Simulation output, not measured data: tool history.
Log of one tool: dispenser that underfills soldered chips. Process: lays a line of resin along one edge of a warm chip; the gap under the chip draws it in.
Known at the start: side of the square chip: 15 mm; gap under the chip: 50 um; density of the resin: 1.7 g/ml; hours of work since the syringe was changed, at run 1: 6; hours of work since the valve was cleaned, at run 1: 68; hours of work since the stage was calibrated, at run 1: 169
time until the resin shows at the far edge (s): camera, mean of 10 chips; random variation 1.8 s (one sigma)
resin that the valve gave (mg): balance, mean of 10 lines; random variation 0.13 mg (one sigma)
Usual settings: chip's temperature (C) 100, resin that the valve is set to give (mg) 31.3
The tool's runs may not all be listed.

run    day  chip's temperature (C)  resin that the valve is set to give (mg)  hours of work since the syringe was changed  hours of work since the valve was cleaned  hours of work since the stage was calibrated  time until the resin shows at the far edge (s)  resin that the valve gave (mg)
  1      0                     100                                      31.3                                            6                                         68                                           169                                           232.1                           30.41
  2  0.233                     114                                      31.3                                           10                                         72                                           173                                             188                           30.31
     0.292  -- new syringe of resin
  3  0.392                     114                                      31.3                                            2                                         75                                           176                                           117.7                           30.44
  4  0.575                     100                                      31.3                                            5                                         78                                           179                                           215.1                           30.26
  5  0.696                     100                                      33.3                                            7                                         80                                           181                                           238.1                              32
  6  0.883                     100                                      31.3                                           10                                         83                                           184                                           283.6                           30.01
     0.946  -- new syringe of resin
  7  1.162                     100                                      31.3                                            4                                         88                                           189                                           201.4                              30
  8  1.429                     100                                      31.3                                            8                                         92                                           193                                           257.3                           29.83
  9  1.567                     100                                      31.3                                           11                                         95                                           195                                             290                           29.87
     1.596  -- new syringe of resin
 10  1.692                     100                                      31.3                                            2                                         97                                           197                                           182.4                           29.86
 11  1.829                     100                                      31.3                                            4                                         99                                           200                                           208.7                            29.9
 12  2.008                     100                                      31.3                                            7                                        102                                           203                                           243.2                           29.94
     2.262  -- new syringe of resin
 13  2.279                      98                                      31.3                                            0                                        106                                           207                                           181.4                           29.81
 14  2.492                      98                                      31.3                                            4                                        110                                           211                                           214.4                            29.7
 15  2.696                      95                                      31.3                                            7                                        114                                           214                                           285.4                           29.75
 16  2.825                      95                                      31.3                                           10                                        116                                           217                                           318.8                           29.77
     2.908  -- new syringe of resin
     2.975  -- dispensing valve cleaned and set on the balance
 17    3.1                      95                                      31.3                                            3                                          2                                           220                                           228.5                           31.19
 18  3.346                      95                                      31.3                                            7                                          6                                           224                                           281.1                           31.32
 19  3.538                     112                                      38.2                                           10                                         10                                           228                                           192.6                           37.86
       3.6  -- new syringe of resin
 20  3.804                      89                                      27.2                                            3                                         14                                           232                                           287.7                           27.11
 21  3.933                      96                                      30.8                                            6                                         16                                           234                                           248.2                           30.45
 22    4.1                     107                                      29.7                                            9                                         19                                           237                                             206                           29.56
     4.267  -- new syringe of resin
 23  4.379                     113                                      31.3                                            2                                         24                                           242                                           125.5                           30.91
 24  4.571                     100                                      40.2                                            5                                         27                                           245                                           215.8                            39.6

The next listed run, before its measurement:
 25  4.779                     110                                      29.7                                            9                                         30                                           249                                               ?                               ?

{"run 25": {"time until the resin shows at the far edge (s)": 194.7, "resin that the valve gave (mg)": 29.21}}
Without the tool's hidden state the same run would have given time until the resin shows at the far edge (s) 129.6, resin that the valve gave (mg) 29.6.
